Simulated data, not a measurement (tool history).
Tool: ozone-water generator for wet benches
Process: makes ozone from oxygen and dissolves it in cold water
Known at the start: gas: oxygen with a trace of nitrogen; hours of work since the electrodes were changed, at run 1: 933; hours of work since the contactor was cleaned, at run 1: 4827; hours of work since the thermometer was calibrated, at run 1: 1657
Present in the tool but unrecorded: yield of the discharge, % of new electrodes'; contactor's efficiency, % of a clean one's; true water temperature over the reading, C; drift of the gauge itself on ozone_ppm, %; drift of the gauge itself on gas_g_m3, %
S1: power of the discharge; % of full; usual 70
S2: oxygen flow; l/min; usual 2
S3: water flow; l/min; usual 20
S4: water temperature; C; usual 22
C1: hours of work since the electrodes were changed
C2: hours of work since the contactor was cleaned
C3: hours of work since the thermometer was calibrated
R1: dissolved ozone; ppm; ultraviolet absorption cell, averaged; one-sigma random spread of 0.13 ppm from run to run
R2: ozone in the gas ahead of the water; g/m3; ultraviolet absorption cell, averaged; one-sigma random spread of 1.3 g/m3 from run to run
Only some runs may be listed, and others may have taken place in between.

run 1 day=0 | S1=70 S2=2 S3=20 S4=22 | C1=933 C2=4827 C3=1657 | R1=14 R2=234
run 2 day=3.471 | S1=70 S2=2 S3=20 S4=22 | C1=993 C2=4887 C3=1718 | R1=13.9 R2=232.6
run 3 day=5.362 | S1=70 S2=1.46 S3=20 S4=22 | C1=1026 C2=4920 C3=1750 | R1=12.1 R2=256.3
run 4 day=8.821 | S1=70 S2=2 S3=20 S4=16 | C1=1086 C2=4980 C3=1811 | R1=14.8 R2=232.3
run 5 day=10.512 | S1=70 S2=2 S3=29 S4=16 | C1=1115 C2=5009 C3=1840 | R1=10 R2=231.5
run 6 day=12.4 | S1=70 S2=2 S3=29 S4=16 | C1=1148 C2=5042 C3=1873 | R1=10 R2=229.9
run 7 day=14.004 | S1=70 S2=2 S3=20 S4=22 | C1=1176 C2=5070 C3=1901 | R1=13.8 R2=229.4
run 8 day=15.925 | S1=70 S2=2 S3=20 S4=22 | C1=1210 C2=5103 C3=1934 | R1=13.8 R2=230.5
run 9 day=18.196 | S1=70 S2=2 S3=20 S4=22 | C1=1249 C2=5143 C3=1973 | R1=13.8 R2=228.4
run 10 day=20.55 | S1=70 S2=2 S3=20 S4=22 | C1=1290 C2=5184 C3=2014 | R1=14 R2=230.9
run 11 day=24.075 | S1=70 S2=2 S3=20 S4=22 | C1=1351 C2=5245 C3=2076 | R1=13.7 R2=231
run 12 day=26.238 | S1=70 S2=2 S3=20 S4=22 | C1=1389 C2=5283 C3=2113 | R1=13.8 R2=230.9
run 13 day=29.392 | S1=70 S2=2 S3=20 S4=22 | C1=1444 C2=5337 C3=2168 | R1=13.7 R2=230
run 14 day=32.542 | S1=70 S2=2 S3=20 S4=22 | C1=1498 C2=5392 C3=2223 | R1=13.9 R2=227.5
run 15 day=36.25 | S1=70 S2=1.45 S3=20 S4=20 | C1=1563 C2=5457 C3=2287 | R1=12.2 R2=256.5
run 16 day=37.983 | S1=71 S2=1.23 S3=17 S4=21 | C1=1593 C2=5487 C3=2317 | R1=12.8 R2=269.1
run 17 day=40.612 | S1=46 S2=2 S3=20 S4=22 | C1=1639 C2=5532 C3=2363 | R1=9.7 R2=165.8
run 18 day=43.958 | S1=46 S2=2 S3=18 S4=30 | C1=1697 C2=5590 C3=2421 | R1=10 R2=166.5
run 19 day=45.612 | S1=54 S2=2 S3=20 S4=22 | C1=1725 C2=5619 C3=2450 | R1=10.9 R2=182.8
run 20 day=48.925 | S1=56 S2=2 S3=12 S4=22 | C1=1783 C2=5677 C3=2507 | R1=17.8 R2=192.3
-- day=49.296 contactor cleaned
run 21 day=51.917 | S1=56 S2=2 S3=12 S4=22 | C1=1832 C2=46 C3=2557 | R1=17.1 R2=189.8
run 22 day=54.804 | S1=56 S2=2 S3=12 S4=22 | C1=1882 C2=96 C3=2607 | R1=16.8 R2=192.7
run 23 day=56.579 | S1=53 S2=1.37 S3=12 S4=22 | C1=1913 C2=127 C3=2638 | R1=14.4 R2=207.7
run 24 day=59.533 | S1=98 S2=1.85 S3=19 S4=17 | C1=1964 C2=178 C3=2689 | R1=17.5 R2=298.7
run 25 day=61.288 | S1=98 S2=1.85 S3=19 S4=17 | C1=1995 C2=208 C3=2719 | R1=17.4 R2=295.1
-- day=63.867 contactor cleaned, once more
run 26 day=63.967 | S1=54 S2=3.47 S3=19 S4=24 | C1=2039 C2=2 C3=2763 | R1=14.3 R2=153
run 27 day=66.333 | S1=87 S2=2 S3=20 S4=24 | C1=2080 C2=43 C3=2804 | R1=16.5 R2=264.9

Run 28, settings as shown, results not yet in. Your forecast:
run 28 day=69.571 | S1=87 S2=2 S3=20 S4=24 | C1=2136 C2=99 C3=2860 | R1=? R2=?

{"run 28": {"R1": 16.3, "R2": 264.1}}
On a tool with no hidden condition, and with the same random variation, this run would have come out at R1 17.7 ppm, R2 286.5 g/m3.
